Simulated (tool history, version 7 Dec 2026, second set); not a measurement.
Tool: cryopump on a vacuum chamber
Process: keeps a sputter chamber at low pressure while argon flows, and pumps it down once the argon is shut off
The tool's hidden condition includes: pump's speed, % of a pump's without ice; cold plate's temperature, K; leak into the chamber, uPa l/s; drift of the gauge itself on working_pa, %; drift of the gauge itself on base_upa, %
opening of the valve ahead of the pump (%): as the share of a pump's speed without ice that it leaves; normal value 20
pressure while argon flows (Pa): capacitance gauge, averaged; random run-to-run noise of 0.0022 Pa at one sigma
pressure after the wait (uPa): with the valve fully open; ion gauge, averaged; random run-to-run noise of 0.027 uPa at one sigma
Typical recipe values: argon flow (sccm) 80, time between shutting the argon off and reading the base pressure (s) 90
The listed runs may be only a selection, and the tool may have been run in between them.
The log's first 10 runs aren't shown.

run    hour  argon flow (sccm)  time between shutting the argon off and reading the base pressure (s)  opening of the valve ahead of the pump (%)  hours of work since the pump was warmed up and emptied  hours of work since the cold head was overhauled  hours of work since the chamber's fittings were tightened  pressure while argon flows (Pa)  pressure after the wait (uPa)
      617.0  -- pump warmed up, emptied and cooled again
 11   655.1                 80                                                                     90                                          20                                                      22                                              1113                                                       1547                           0.5478                           2.48
 12   735.6                 45                                                                     90                                          20                                                      68                                              1159                                                       1593                           0.3074                           2.55
 13   814.8                 45                                                                     90                                          20                                                     114                                              1205                                                       1639                           0.3097                           2.60
 14   894.8                 45                                                                     90                                          20                                                     160                                              1251                                                       1685                           0.3096                           2.67
 15   969.2                 80                                                                     90                                          30                                                     202                                              1294                                                       1727                           0.3672                           2.76
 16  1014.8                 80                                                                     71                                          20                                                     229                                              1320                                                       1754                           0.5553                           2.99
 17  1094.8                 80                                                                     71                                          20                                                     275                                              1366                                                       1799                           0.5509                           3.04
 18  1176.3                 95                                                                     69                                          20                                                     322                                              1413                                                       1846                           0.6559                           3.15
 19  1226.1                 95                                                                     69                                          20                                                     350                                              1441                                                       1875                           0.6595                           3.16

What does the tool deliver on the next run?
 20  1266.5                 95                                                                     66                                          57                                                     373                                              1465                                                       1898                                ?                              ?

pressure while argon flows (Pa): 0.2410
pressure after the wait (uPa): 3.29
Were there no unlogged condition in the tool, this run, its random variation unchanged, would have produced pressure while argon flows (Pa) 0.2267, pressure after the wait (uPa) 1.62.

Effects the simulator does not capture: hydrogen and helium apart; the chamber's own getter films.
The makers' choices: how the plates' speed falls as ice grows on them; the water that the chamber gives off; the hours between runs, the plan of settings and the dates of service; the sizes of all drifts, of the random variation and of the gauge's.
